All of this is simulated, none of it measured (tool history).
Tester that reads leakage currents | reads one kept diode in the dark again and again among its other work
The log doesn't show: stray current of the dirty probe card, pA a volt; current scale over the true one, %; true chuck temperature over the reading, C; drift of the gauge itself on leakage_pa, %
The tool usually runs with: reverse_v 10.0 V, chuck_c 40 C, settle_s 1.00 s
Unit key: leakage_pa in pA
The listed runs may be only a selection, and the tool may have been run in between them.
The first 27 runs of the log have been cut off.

run,day,reverse_v,chuck_c,settle_s,hours of work since the probe card was cleaned,hours of work since the tester was calibrated,hours of work since the chuck was calibrated,leakage_pa
28,120.492,2.6,37,6.41,2725,137,1068,109.05
29,125.571,1.9,40,1.00,2784,196,1126,120.06
# day 127.521: probe card cleaned and baked
30,128.646,5.3,28,7.14,13,230,1160,72.61
31,132.471,1.2,24,3.61,57,273,1204,34.41
32,137.954,1.2,24,3.61,120,337,1267,34.72
33,140.812,2.2,24,3.61,153,369,1300,41.97
34,146.629,2.2,20,3.61,220,436,1367,31.50
35,152.242,10.0,25,2.86,284,501,1432,73.01
36,156.196,10.0,25,2.86,330,546,1477,73.33
37,158.850,10.0,25,2.86,360,577,1508,73.35
38,163.854,5.7,24,1.56,418,634,1565,57.42
39,167.412,5.7,24,1.56,459,675,1606,57.69
40,173.221,5.7,24,1.56,525,742,1673,58.14
41,178.267,18.5,34,1.83,584,800,1731,168.80

Branching from run 41: 3 alternative next runs. What would each branch give?
A,183.062,8.0,36,3.84,639,855,1786,?
B,183.062,2.8,25,1.00,639,855,1786,?
C,183.062,14.4,38,1.83,639,855,1786,?

run,leakage_pa
A,147.78
B,50.06
C,204.54
Without the tool's hidden state the same runs would have given:
run,leakage_pa
A,136.17
B,45.87
C,188.47
